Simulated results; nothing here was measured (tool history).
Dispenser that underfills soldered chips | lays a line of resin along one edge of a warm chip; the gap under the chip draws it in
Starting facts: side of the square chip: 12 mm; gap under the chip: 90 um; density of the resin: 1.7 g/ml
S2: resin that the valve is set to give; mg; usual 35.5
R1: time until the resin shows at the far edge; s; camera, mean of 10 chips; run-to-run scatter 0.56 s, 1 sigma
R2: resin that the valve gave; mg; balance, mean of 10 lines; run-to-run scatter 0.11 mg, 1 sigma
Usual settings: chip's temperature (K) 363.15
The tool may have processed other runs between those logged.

run 1 hour=0.0 | chip's_temperature_(K)=363.15 S2=35.5 | R1=67.7 R2=33.78
-- hour=2.8 new syringe of resin
-- hour=12.2 new syringe of resin
run 2 hour=14.8 | chip's_temperature_(K)=363.15 S2=35.5 | R1=56.8 R2=33.47
-- hour=21.2 new syringe of resin
run 3 hour=28.1 | chip's_temperature_(K)=363.15 S2=35.7 | R1=64.4 R2=33.24
-- hour=31.4 new syringe of resin
-- hour=34.9 dispensing valve cleaned and set on the balance
run 4 hour=39.5 | chip's_temperature_(K)=363.15 S2=35.7 | R1=64.7 R2=35.44
-- hour=42.0 new syringe of resin
-- hour=50.9 new syringe of resin
run 5 hour=54.4 | chip's_temperature_(K)=363.15 S2=35.5 | R1=59.1 R2=35.02
-- hour=60.0 new syringe of resin
run 6 hour=66.9 | chip's_temperature_(K)=363.15 S2=35.5 | R1=63.0 R2=34.82
-- hour=70.4 new syringe of resin
run 7 hour=77.0 | chip's_temperature_(K)=363.15 S2=35.5 | R1=63.8 R2=34.54
-- hour=80.0 new syringe of resin
-- hour=89.0 new syringe of resin
run 8 hour=89.5 | chip's_temperature_(K)=363.15 S2=35.5 | R1=54.9 R2=34.35
-- hour=97.9 new syringe of resin
run 9 hour=99.0 | chip's_temperature_(K)=363.15 S2=40.3 | R1=56.2 R2=39.09
-- hour=107.0 new syringe of resin
run 10 hour=109.0 | chip's_temperature_(K)=363.15 S2=40.3 | R1=55.7 R2=39.04
-- hour=115.9 new syringe of resin
run 11 hour=116.2 | chip's_temperature_(K)=363.15 S2=35.5 | R1=53.8 R2=34.13
-- hour=125.6 new syringe of resin
run 12 hour=132.4 | chip's_temperature_(K)=363.15 S2=35.5 | R1=64.7 R2=33.88
-- hour=135.5 new syringe of resin
-- hour=145.0 new syringe of resin
run 13 hour=147.6 | chip's_temperature_(K)=363.15 S2=35.5 | R1=57.5 R2=33.76
-- hour=154.7 new syringe of resin
run 14 hour=158.1 | chip's_temperature_(K)=363.15 S2=35.5 | R1=60.7 R2=33.54
-- hour=163.6 new syringe of resin
-- hour=172.5 new syringe of resin
run 15 hour=173.8 | chip's_temperature_(K)=363.15 S2=35.5 | R1=57.0 R2=33.36
-- hour=182.7 new syringe of resin
run 16 hour=182.7 | chip's_temperature_(K)=363.15 S2=35.5 | R1=56.6 R2=33.33
run 17 hour=189.9 | chip's_temperature_(K)=363.15 S2=35.5 | R1=68.3 R2=33.26
-- hour=192.2 new syringe of resin
-- hour=196.2 dispensing valve cleaned and set on the balance
-- hour=202.3 new syringe of resin
run 18 hour=203.9 | chip's_temperature_(K)=363.15 S2=35.5 | R1=57.2 R2=35.24
-- hour=211.7 new syringe of resin
run 19 hour=214.5 | chip's_temperature_(K)=363.15 S2=35.5 | R1=60.4 R2=34.98
-- hour=221.1 new syringe of resin
run 20 hour=228.7 | chip's_temperature_(K)=363.15 S2=35.5 | R1=67.3 R2=34.99
-- hour=230.3 new syringe of resin
run 21 hour=237.4 | chip's_temperature_(K)=363.15 S2=35.5 | R1=68.5 R2=34.80
-- hour=240.0 new syringe of resin
-- hour=249.7 new syringe of resin
run 22 hour=252.7 | chip's_temperature_(K)=363.15 S2=35.5 | R1=61.5 R2=34.35
-- hour=259.6 new syringe of resin
run 23 hour=265.5 | chip's_temperature_(K)=363.15 S2=35.5 | R1=65.7 R2=34.43
-- hour=268.8 new syringe of resin
run 24 hour=272.8 | chip's_temperature_(K)=357.15 S2=40.1 | R1=74.4 R2=38.95
-- hour=277.8 new syringe of resin
run 25 hour=281.0 | chip's_temperature_(K)=354.15 S2=32.1 | R1=87.3 R2=30.85
-- hour=287.2 new syringe of resin
run 26 hour=289.2 | chip's_temperature_(K)=371.15 S2=30.5 | R1=45.7 R2=29.24
-- hour=296.5 new syringe of resin
run 27 hour=296.9 | chip's_temperature_(K)=358.15 S2=31.7 | R1=69.7 R2=30.44
-- hour=306.5 new syringe of resin
run 28 hour=311.3 | chip's_temperature_(K)=369.15 S2=40.9 | R1=50.2 R2=38.71
-- hour=315.8 new syringe of resin
run 29 hour=322.3 | chip's_temperature_(K)=354.15 S2=37.2 | R1=96.0 R2=35.48
-- hour=325.0 new syringe of resin
run 30 hour=332.5 | chip's_temperature_(K)=363.15 S2=45.7 | R1=67.5 R2=43.13
-- hour=335.2 new syringe of resin
-- hour=344.8 new syringe of resin
run 31 hour=345.5 | chip's_temperature_(K)=374.15 S2=35.7 | R1=39.1 R2=33.40
run 32 hour=352.9 | chip's_temperature_(K)=374.15 S2=35.7 | R1=48.4 R2=33.40
-- hour=354.3 new syringe of resin
-- hour=357.6 dispensing valve cleaned and set on the balance
run 33 hour=363.7 | chip's_temperature_(K)=367.15 S2=42.6 | R1=59.1 R2=42.54

Predict each of these 4 candidate next runs independently; none follows another, all start after run 33:
-- hour=365.5 new syringe of resin
-- hour=375.1 new syringe of resin
run A hour=381.3 | chip's_temperature_(K)=371.15 S2=36.6 | R1=? R2=?
-- hour=365.5 new syringe of resin
-- hour=375.1 new syringe of resin
run B hour=381.3 | chip's_temperature_(K)=360.15 S2=34.3 | R1=? R2=?
-- hour=365.5 new syringe of resin
-- hour=375.1 new syringe of resin
run C hour=381.3 | chip's_temperature_(K)=371.15 S2=37.5 | R1=? R2=?
-- hour=365.5 new syringe of resin
-- hour=375.1 new syringe of resin
run D hour=381.3 | chip's_temperature_(K)=363.15 S2=37.5 | R1=? R2=?

run=A R1=50.9 R2=36.42
run=B R1=76.2 R2=34.07
run=C R1=50.8 R2=37.25
run=D R1=68.4 R2=37.20
Take away the tool's hidden state, keep each run's random variation, and the runs would have read:
run=A R1=35.9 R2=36.67
run=B R1=52.8 R2=34.30
run=C R1=35.7 R2=37.51
run=D R1=47.6 R2=37.45

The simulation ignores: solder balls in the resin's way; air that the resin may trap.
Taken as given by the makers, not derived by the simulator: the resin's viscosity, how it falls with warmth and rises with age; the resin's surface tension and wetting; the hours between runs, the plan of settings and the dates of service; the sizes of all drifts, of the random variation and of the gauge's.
